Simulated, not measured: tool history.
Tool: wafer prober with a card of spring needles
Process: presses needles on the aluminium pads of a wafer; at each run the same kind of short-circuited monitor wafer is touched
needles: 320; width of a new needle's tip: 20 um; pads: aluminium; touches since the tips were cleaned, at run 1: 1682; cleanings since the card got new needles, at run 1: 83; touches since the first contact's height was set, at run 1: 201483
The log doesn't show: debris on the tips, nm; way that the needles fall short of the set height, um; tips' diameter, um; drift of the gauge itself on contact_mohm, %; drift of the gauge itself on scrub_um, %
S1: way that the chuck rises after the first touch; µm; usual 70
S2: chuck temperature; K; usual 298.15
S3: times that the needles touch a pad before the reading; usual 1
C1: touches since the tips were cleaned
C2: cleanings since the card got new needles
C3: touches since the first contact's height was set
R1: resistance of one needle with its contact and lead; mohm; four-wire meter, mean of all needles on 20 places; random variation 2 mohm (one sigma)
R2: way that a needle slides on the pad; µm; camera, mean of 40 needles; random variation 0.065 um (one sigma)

| run | hour | S1 | S2 | S3 | C1 | C2 | C3 | R1 | R2 |
|---|---|---|---|---|---|---|---|---|---|
| 1 | 0 | 70 | 298.15 | 1 | 1682 | 83 | 201483 | 278 | 13.51 |
|  | 2.6 | tips cleaned on abrasive film |
|  | 15.2 | tips cleaned on abrasive film |
|  | 27.8 | tips cleaned on abrasive film |
|  | 40.4 | tips cleaned on abrasive film |
| 2 | 43.9 | 70 | 298.15 | 1 | 690 | 87 | 210246 | 262 | 13.51 |
|  | 51.5 | tips cleaned on abrasive film |
|  | 64.1 | tips cleaned on abrasive film |
|  | 76.7 | tips cleaned on abrasive film |
|  | 89.3 | tips cleaned on abrasive film |
| 3 | 89.9 | 70 | 309.15 | 1 | 119 | 91 | 219447 | 239 | 13.41 |
|  | 100 | tips cleaned on abrasive film |
|  | 110.1 | tips cleaned on abrasive film |
|  | 122.8 | tips cleaned on abrasive film |
|  | 132.9 | tips cleaned on abrasive film |
|  | 145.5 | tips cleaned on abrasive film |
|  | 158.1 | tips cleaned on abrasive film |
|  | 168.2 | tips cleaned on abrasive film |
| 4 | 171.3 | 70 | 309.15 | 1 | 621 | 98 | 235711 | 261 | 13.41 |
|  | 178.9 | tips cleaned on abrasive film |
|  | 189 | tips cleaned on abrasive film |
|  | 201.6 | tips cleaned on abrasive film |
|  | 211.7 | tips cleaned on abrasive film |
|  | 217 | height of the first contact set anew |
|  | 224.6 | tips cleaned on abrasive film |
|  | 234.7 | tips cleaned on abrasive film |
|  | 247.3 | tips cleaned on abrasive film |
| 5 | 254.7 | 70 | 309.15 | 1 | 1477 | 105 | 7531 | 272 | 14.18 |
|  | 259.8 | tips cleaned on abrasive film |
|  | 269.9 | tips cleaned on abrasive film |
|  | 282.5 | tips cleaned on abrasive film |
|  | 295.1 | tips cleaned on abrasive film |
| 6 | 297.1 | 70 | 309.15 | 1 | 390 | 109 | 15993 | 240 | 14.16 |
|  | 307.2 | tips cleaned on abrasive film |
|  | 319.8 | tips cleaned on abrasive film |
|  | 332.4 | tips cleaned on abrasive film |
|  | 345 | tips cleaned on abrasive film |
|  | 357.6 | tips cleaned on abrasive film |
|  | 370.2 | tips cleaned on abrasive film |
|  | 382.8 | tips cleaned on abrasive film |
| 7 | 386.5 | 84 | 309.15 | 1 | 735 | 116 | 33882 | 248 | 16.73 |
|  | 394.1 | tips cleaned on abrasive film |
|  | 404.2 | tips cleaned on abrasive film |
|  | 416.8 | tips cleaned on abrasive film |
|  | 426.9 | tips cleaned on abrasive film |
|  | 439.5 | tips cleaned on abrasive film |
|  | 452.2 | tips cleaned on abrasive film |
| 8 | 454.1 | 84 | 309.15 | 1 | 393 | 122 | 47393 | 240 | 16.85 |
|  | 464.2 | tips cleaned on abrasive film |
|  | 474.3 | tips cleaned on abrasive film |
|  | 486.9 | tips cleaned on abrasive film |
|  | 497.1 | tips cleaned on abrasive film |
|  | 509.7 | tips cleaned on abrasive film |
|  | 519.8 | tips cleaned on abrasive film |
| 9 | 526.6 | 70 | 298.15 | 1 | 1366 | 128 | 61878 | 276 | 13.94 |
|  | 531.7 | tips cleaned on abrasive film |
|  | 544.3 | tips cleaned on abrasive film |
|  | 556.9 | tips cleaned on abrasive film |
|  | 569.5 | tips cleaned on abrasive film |
|  | 582.1 | tips cleaned on abrasive film |
|  | 594.7 | tips cleaned on abrasive film |
| 10 | 595.5 | 70 | 298.15 | 1 | 146 | 134 | 75647 | 237 | 13.79 |
|  | 605.6 | tips cleaned on abrasive film |
|  | 615.7 | tips cleaned on abrasive film |
|  | 628.3 | tips cleaned on abrasive film |
|  | 640.9 | tips cleaned on abrasive film |
|  | 653.5 | tips cleaned on abrasive film |
|  | 666.1 | tips cleaned on abrasive film |
|  | 677 | tips cleaned on abrasive film |
| 11 | 677 | 70 | 298.15 | 2 | 0 | 141 | 91949 | 227 | 13.86 |
|  | 689.6 | tips cleaned on abrasive film |
|  | 702.2 | tips cleaned on abrasive film |
|  | 714.9 | tips cleaned on abrasive film |
|  | 727.5 | tips cleaned on abrasive film |
|  | 740.1 | tips cleaned on abrasive film |
|  | 752.7 | tips cleaned on abrasive film |
|  | 765.3 | tips cleaned on abrasive film |
| 12 | 773.3 | 58 | 300.15 | 2 | 1614 | 148 | 111220 | 274 | 11.39 |
|  | 775.9 | tips cleaned on abrasive film |
|  | 788.5 | tips cleaned on abrasive film |
|  | 801.2 | tips cleaned on abrasive film |
|  | 813.8 | tips cleaned on abrasive film |
|  | 826.4 | tips cleaned on abrasive film |
|  | 839 | tips cleaned on abrasive film |
|  | 851.6 | tips cleaned on abrasive film |
| 13 | 852.8 | 58 | 300.15 | 2 | 237 | 155 | 127100 | 245 | 11.35 |
|  | 862.9 | tips cleaned on abrasive film |
|  | 875.5 | tips cleaned on abrasive film |
|  | 888.1 | tips cleaned on abrasive film |
|  | 898.2 | tips cleaned on abrasive film |
|  | 910.9 | tips cleaned on abrasive film |
|  | 923.5 | tips cleaned on abrasive film |
|  | 936.1 | tips cleaned on abrasive film |
|  | 948.7 | tips cleaned on abrasive film |
| 14 | 953 | 76 | 372.15 | 1 | 873 | 163 | 147147 | 271 | 14.94 |
|  | 960.6 | tips cleaned on abrasive film |
|  | 973.3 | tips cleaned on abrasive film |
|  | 985.9 | tips cleaned on abrasive film |
|  | 998.5 | tips cleaned on abrasive film |
|  | 1011.1 | tips cleaned on abrasive film |
|  | 1023.7 | tips cleaned on abrasive film |
|  | 1036.3 | tips cleaned on abrasive film |
|  | 1046.4 | tips cleaned on abrasive film |
| 15 | 1051.8 | 70 | 302.15 | 3 | 1088 | 171 | 166904 | 243 | 13.59 |
|  | 1056.9 | tips cleaned on abrasive film |
|  | 1069.6 | tips cleaned on abrasive film |
|  | 1079.7 | tips cleaned on abrasive film |
|  | 1092.3 | tips cleaned on abrasive film |
|  | 1104.9 | tips cleaned on abrasive film |
|  | 1117.5 | tips cleaned on abrasive film |
| 16 | 1120.1 | 54 | 310.15 | 2 | 528 | 177 | 180552 | 259 | 10.34 |
|  | 1127.7 | tips cleaned on abrasive film |
|  | 1140.3 | tips cleaned on abrasive film |
|  | 1152.9 | tips cleaned on abrasive film |
|  | 1163 | tips cleaned on abrasive film |
|  | 1175.6 | tips cleaned on abrasive film |
|  | 1185.8 | tips cleaned on abrasive film |
|  | 1198.4 | tips cleaned on abrasive film |
|  | 1208.5 | tips cleaned on abrasive film |
| 17 | 1212.8 | 54 | 310.15 | 2 | 862 | 185 | 199064 | 276 | 10.25 |
|  | 1220.4 | tips cleaned on abrasive film |
|  | 1233 | tips cleaned on abrasive film |
|  | 1245.6 | tips cleaned on abrasive film |
|  | 1258.2 | tips cleaned on abrasive film |
|  | 1268.3 | tips cleaned on abrasive film |
|  | 1280.9 | tips cleaned on abrasive film |
|  | 1293.5 | tips cleaned on abrasive film |
| 18 | 1299.4 | 54 | 310.15 | 2 | 1173 | 192 | 216383 | 286 | 10.09 |
|  | 1304.5 | tips cleaned on abrasive film |
|  | 1317.1 | tips cleaned on abrasive film |
|  | 1329.7 | tips cleaned on abrasive film |
|  | 1342.3 | tips cleaned on abrasive film |
| 19 | 1351 | 54 | 310.15 | 2 | 1757 | 196 | 226717 | 300 | 10.04 |
|  | 1353.6 | tips cleaned on abrasive film |
|  | 1366.2 | tips cleaned on abrasive film |
|  | 1378.9 | tips cleaned on abrasive film |
|  | 1391.5 | tips cleaned on abrasive film |
| 20 | 1398 | 61 | 298.15 | 2 | 1319 | 200 | 236109 | 273 | 11.44 |
|  | 1403.1 | tips cleaned on abrasive film |
|  | 1413.2 | tips cleaned on abrasive film |
|  | 1425.8 | tips cleaned on abrasive film |
|  | 1438.5 | tips cleaned on abrasive film |
|  | 1441.3 | height of the first contact set anew |
|  | 1451.4 | tips cleaned on abrasive film |
| 21 | 1456.3 | 70 | 310.15 | 2 | 992 | 205 | 3010 | 253 | 14.11 |
|  | 1463.9 | tips cleaned on abrasive film |
|  | 1476.5 | tips cleaned on abrasive film |
|  | 1489.1 | tips cleaned on abrasive film |
|  | 1501.7 | tips cleaned on abrasive film |
|  | 1511.9 | tips cleaned on abrasive film |
| 22 | 1515.8 | 78 | 313.15 | 1 | 801 | 210 | 14911 | 255 | 15.7 |

Forecast each of these 5 alternatives for the next run:
|  | 1523.4 | tips cleaned on abrasive film |
|  | 1533.6 | tips cleaned on abrasive film |
|  | 1546.2 | tips cleaned on abrasive film |
|  | 1556.6 | tips cleaned on abrasive film |
| A | 1556.6 | 63 | 383.15 | 1 | 0 | 214 | 23041 | ? | ? |
|  | 1523.4 | tips cleaned on abrasive film |
|  | 1533.6 | tips cleaned on abrasive film |
|  | 1546.2 | tips cleaned on abrasive film |
|  | 1556.6 | tips cleaned on abrasive film |
| B | 1556.6 | 85 | 318.15 | 2 | 0 | 214 | 23041 | ? | ? |
|  | 1523.4 | tips cleaned on abrasive film |
|  | 1533.6 | tips cleaned on abrasive film |
|  | 1546.2 | tips cleaned on abrasive film |
|  | 1556.6 | tips cleaned on abrasive film |
| C | 1556.6 | 70 | 352.15 | 1 | 0 | 214 | 23041 | ? | ? |
|  | 1523.4 | tips cleaned on abrasive film |
|  | 1533.6 | tips cleaned on abrasive film |
|  | 1546.2 | tips cleaned on abrasive film |
|  | 1556.6 | tips cleaned on abrasive film |
| D | 1556.6 | 67 | 300.15 | 2 | 0 | 214 | 23041 | ? | ? |
|  | 1523.4 | tips cleaned on abrasive film |
|  | 1533.6 | tips cleaned on abrasive film |
|  | 1546.2 | tips cleaned on abrasive film |
|  | 1556.6 | tips cleaned on abrasive film |
| E | 1556.6 | 78 | 298.15 | 1 | 0 | 214 | 23041 | ? | ? |

| run | R1 | R2 |
|---|---|---|
| A | 253 | 12.73 |
| B | 229 | 17.02 |
| C | 245 | 14 |
| D | 231 | 13.59 |
| E | 223 | 15.65 |
Without the tool's hidden state the same runs would have given:
| run | R1 | R2 |
|---|---|---|
| A | 245 | 12.81 |
| B | 225 | 17.11 |
| C | 238 | 14.08 |
| D | 226 | 13.67 |
| E | 217 | 15.74 |
